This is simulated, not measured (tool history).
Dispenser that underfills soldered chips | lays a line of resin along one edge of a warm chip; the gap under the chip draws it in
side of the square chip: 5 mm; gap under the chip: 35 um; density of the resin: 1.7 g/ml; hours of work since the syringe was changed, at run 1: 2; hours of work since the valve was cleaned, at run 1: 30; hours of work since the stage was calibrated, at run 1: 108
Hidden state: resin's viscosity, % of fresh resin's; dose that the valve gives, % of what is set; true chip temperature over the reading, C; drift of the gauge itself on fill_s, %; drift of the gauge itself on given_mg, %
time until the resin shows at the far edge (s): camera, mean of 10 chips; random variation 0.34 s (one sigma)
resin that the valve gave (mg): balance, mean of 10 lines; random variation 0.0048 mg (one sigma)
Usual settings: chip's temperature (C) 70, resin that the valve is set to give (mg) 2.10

run   hour  chip's temperature (C)  resin that the valve is set to give (mg)  hours of work since the syringe was changed  hours of work since the valve was cleaned  hours of work since the stage was calibrated  time until the resin shows at the far edge (s)  resin that the valve gave (mg)
  1    0.0                      70                                      2.10                                            2                                         30                                           108                                            19.4                           2.058
  2    6.7                      70                                      2.10                                            6                                         34                                           112                                            27.4                           2.044
      15.2  -- new syringe of resin
      18.4  -- dispensing valve cleaned and set on the balance
  3   21.4                      70                                      2.10                                            3                                          2                                           120                                            20.8                           2.103
  4   32.5                      70                                      2.10                                           10                                          9                                           127                                            37.0                           2.098
      34.7  -- new syringe of resin
  5   42.1                      70                                      2.10                                            5                                         14                                           132                                            21.6                           2.079
  6   52.5                      84                                      2.10                                           11                                         21                                           139                                            19.8                           2.073
      53.6  -- new syringe of resin
  7   64.1                      84                                      2.10                                            6                                         28                                           146                                            13.8                           2.066
      72.3  -- new syringe of resin
  8   75.9                      84                                      2.10                                            2                                         35                                           153                                             9.6                           2.049
  9   82.3                      78                                      2.10                                            6                                         38                                           157                                            17.8                           2.046
      86.5  -- dispensing valve cleaned and set on the balance
      92.5  -- new syringe of resin
 10   93.0                      78                                      2.00                                            0                                          4                                           162                                            10.6                           1.997
 11  103.9                      68                                      2.10                                            7                                         10                                           169                                            31.1                           2.078
     111.0  -- new syringe of resin
 12  112.1                      55                                      2.10                                            1                                         15                                           174                                            39.0                           2.070
 13  124.8                      84                                      2.10                                            8                                         23                                           182                                            17.0                           2.052
     130.3  -- new syringe of resin
 14  131.9                      84                                      2.10                                            1                                         27                                           186                                             8.8                           2.049
 15  142.7                      84                                      2.10                                            8                                         34                                           192                                            15.2                           2.044
     149.2  -- new syringe of resin
 16  150.5                      70                                      2.10                                            1                                         38                                           197                                            17.7                           2.032
     154.8  -- dispensing valve cleaned and set on the balance
 17  163.6                      70                                      2.10                                            8                                          5                                           204                                            33.2                           2.089
     169.4  -- new syringe of resin
 18  170.8                      70                                      2.10                                            1                                         10                                           208                                            17.6                           2.075
 19  184.2                      59                                      2.00                                            9                                         18                                           217                                            61.7                           1.963
     188.1  -- new syringe of resin
 20  192.8                      59                                      2.00                                            3                                         23                                           222                                            37.5                           1.960
 21  199.0                      59                                      2.00                                            7                                         27                                           226                                            51.4                           1.950

Run 22 comes next. What will it give?
 22  205.4                      76                                      2.68                                           11                                         30                                           229                                               ?                               ?

Run 22 gave time until the resin shows at the far edge (s) 28.8, resin that the valve gave (mg) 2.614.
Without the tool's hidden state the same run would have given time until the resin shows at the far edge (s) 11.5, resin that the valve gave (mg) 2.681.

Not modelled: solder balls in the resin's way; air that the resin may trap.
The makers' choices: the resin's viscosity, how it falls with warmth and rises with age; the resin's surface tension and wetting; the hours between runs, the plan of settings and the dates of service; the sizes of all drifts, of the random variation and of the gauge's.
